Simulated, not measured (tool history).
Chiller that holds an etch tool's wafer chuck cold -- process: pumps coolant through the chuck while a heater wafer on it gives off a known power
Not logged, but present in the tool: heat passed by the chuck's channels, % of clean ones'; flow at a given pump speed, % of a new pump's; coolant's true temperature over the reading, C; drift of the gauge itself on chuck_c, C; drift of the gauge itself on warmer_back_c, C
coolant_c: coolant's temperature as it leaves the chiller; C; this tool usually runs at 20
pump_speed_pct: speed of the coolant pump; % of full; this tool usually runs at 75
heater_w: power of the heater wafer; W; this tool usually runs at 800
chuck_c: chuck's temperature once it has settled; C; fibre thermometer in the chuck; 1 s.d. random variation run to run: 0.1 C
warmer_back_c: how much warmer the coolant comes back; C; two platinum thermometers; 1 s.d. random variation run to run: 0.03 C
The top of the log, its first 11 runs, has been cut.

run,hour,coolant_c,pump_speed_pct,heater_w,hours since the coolant was changed and the channels were flushed,hours since the pump was overhauled,hours since the chiller's thermometer was calibrated,chuck_c,warmer_back_c
12,476.1,20,75,800,2299,1382,1231,27.7,2.65
13,508.8,20,75,800,2332,1415,1263,27.6,2.73
14,532.6,20,91,800,2356,1439,1287,26.7,2.17
15,577.8,20,91,800,2401,1484,1332,26.6,2.19
16,603.8,20,91,800,2427,1510,1358,26.7,2.23
17,647.0,10,87,668,2470,1553,1402,15.8,1.97
18,700.0,10,87,668,2523,1606,1455,15.8,1.95
19,741.9,20,75,1097,2565,1648,1496,30.9,3.75
20,786.7,17,75,1097,2610,1693,1541,28.0,3.77
21,818.6,17,74,858,2642,1725,1573,25.7,2.98
22,847.6,17,88,1007,2671,1754,1602,25.8,2.91
23,878.3,17,88,1007,2701,1785,1633,26.0,2.94
24,904.3,17,88,1007,2727,1811,1659,25.9,2.91
25,944.9,17,88,1007,2768,1851,1699,26.1,2.94
26,985.4,17,88,1007,2808,1892,1740,25.9,2.94
27,1029.8,13,75,800,2853,1936,1784,21.1,2.71
28,1059.9,13,75,800,2883,1966,1814,21.2,2.80
29,1098.6,13,75,800,2922,2005,1853,21.4,2.72
30,1139.1,21,62,1051,2962,2045,1894,33.4,4.39
31,1167.4,21,62,1051,2990,2074,1922,33.6,4.43

Here are 3 independent what-if runs from the current tool condition. What would each one return?
A,1197.6,23,97,440,3021,2104,1952,?,?
B,1197.6,14,94,1051,3021,2104,1952,?,?
C,1197.6,21,62,776,3021,2104,1952,?,?

run,chuck_c,warmer_back_c
A,26.6,1.18
B,23.3,2.83
C,30.1,3.26
Had the tool no hidden state, the same runs would have come out as:
run,chuck_c,warmer_back_c
A,26.2,1.11
B,21.7,2.65
C,28.5,3.06

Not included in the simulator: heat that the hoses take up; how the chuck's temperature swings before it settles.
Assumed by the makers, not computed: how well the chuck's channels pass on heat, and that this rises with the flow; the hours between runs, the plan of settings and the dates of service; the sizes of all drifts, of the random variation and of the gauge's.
